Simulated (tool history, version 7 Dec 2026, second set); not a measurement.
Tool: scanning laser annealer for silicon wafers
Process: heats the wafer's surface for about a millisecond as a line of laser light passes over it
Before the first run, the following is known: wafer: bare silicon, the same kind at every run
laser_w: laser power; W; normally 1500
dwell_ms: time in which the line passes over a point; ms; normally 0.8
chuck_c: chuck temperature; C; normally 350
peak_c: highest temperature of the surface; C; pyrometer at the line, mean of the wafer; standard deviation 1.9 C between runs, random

run,hour,laser_w,dwell_ms,chuck_c,peak_c
1,0,1500,0.8,350,1102
2,37.1,1500,0.779,350,1090
3,81.1,1500,0.779,350,1084
4,109,1500,0.628,350,1016
5,133.7,1500,0.8,381,1121
6,163.8,1500,0.8,381,1117
7,209.5,1416,0.8,357,1053
8,237.5,1528,0.748,350,1072
9,260.4,1528,0.748,350,1072
10,293.7,1528,0.748,350,1072

Consider 5 possible next runs. They are alternatives, not a sequence: every one starts from the tool as it was left by run 10. What does each give?
A,323.6,1500,0.8,342,?
B,323.6,1404,0.915,355,?
C,323.6,1528,0.748,333,?
D,323.6,1590,0.8,350,?
E,323.6,1500,0.782,350,?

run,peak_c
A,1067
B,1078
C,1055
D,1120
E,1062
With no hidden state in the tool, these same runs would have given:
run,peak_c
A,1099
B,1110
C,1086
D,1154
E,1094

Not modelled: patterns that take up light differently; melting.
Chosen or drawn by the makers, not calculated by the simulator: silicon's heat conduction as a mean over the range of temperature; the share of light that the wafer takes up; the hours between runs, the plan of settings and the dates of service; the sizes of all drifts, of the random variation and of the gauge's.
